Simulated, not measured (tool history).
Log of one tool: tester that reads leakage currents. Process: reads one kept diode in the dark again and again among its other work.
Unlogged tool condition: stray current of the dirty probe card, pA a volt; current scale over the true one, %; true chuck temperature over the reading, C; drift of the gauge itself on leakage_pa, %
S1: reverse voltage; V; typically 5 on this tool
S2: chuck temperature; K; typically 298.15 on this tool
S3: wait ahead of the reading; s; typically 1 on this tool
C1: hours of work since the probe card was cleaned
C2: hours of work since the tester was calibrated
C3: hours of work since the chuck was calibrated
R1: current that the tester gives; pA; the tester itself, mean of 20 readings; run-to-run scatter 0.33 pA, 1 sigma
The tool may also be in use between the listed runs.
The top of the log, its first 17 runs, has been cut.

run 18 day=36.175 | S1=3.79 S2=298.15 S3=1 | C1=703 C2=670 C3=1350 | R1=90.75
run 19 day=37.775 | S1=5 S2=298.15 S3=0.55 | C1=724 C2=691 C3=1372 | R1=106.57
run 20 day=39.354 | S1=5 S2=298.15 S3=0.79 | C1=745 C2=712 C3=1393 | R1=105.36
run 21 day=41.446 | S1=2.8 S2=298.15 S3=1 | C1=773 C2=740 C3=1420 | R1=76.61
run 22 day=43.804 | S1=4.25 S2=300.15 S3=2.94 | C1=804 C2=771 C3=1452 | R1=112.06
run 23 day=46.792 | S1=4.25 S2=311.15 S3=2.94 | C1=843 C2=811 C3=1491 | R1=252.65
run 24 day=48.504 | S1=2.56 S2=331.15 S3=4.04 | C1=866 C2=833 C3=1514 | R1=716.92
run 25 day=50.754 | S1=9.04 S2=298.15 S3=0.65 | C1=896 C2=863 C3=1544 | R1=147.41
run 26 day=52.212 | S1=9.55 S2=305.15 S3=1 | C1=915 C2=883 C3=1563 | R1=254.89
run 27 day=54.025 | S1=11.46 S2=294.15 S3=1.63 | C1=939 C2=907 C3=1587 | R1=123.11
run 28 day=56.704 | S1=11.46 S2=294.15 S3=1.63 | C1=975 C2=942 C3=1623 | R1=123.75
run 29 day=58.525 | S1=11.46 S2=294.15 S3=1.63 | C1=999 C2=966 C3=1647 | R1=123.18
run 30 day=59.933 | S1=11.46 S2=294.15 S3=1.63 | C1=1018 C2=985 C3=1666 | R1=123.3

Expected results for the next run?
run 31 day=61.238 | S1=11.46 S2=294.15 S3=1.63 | C1=1035 C2=1002 C3=1683 | R1=?

For run 31 the tool returned R1 123.55 pA.
Without the tool's hidden state the same run would have given R1 128.21 pA.
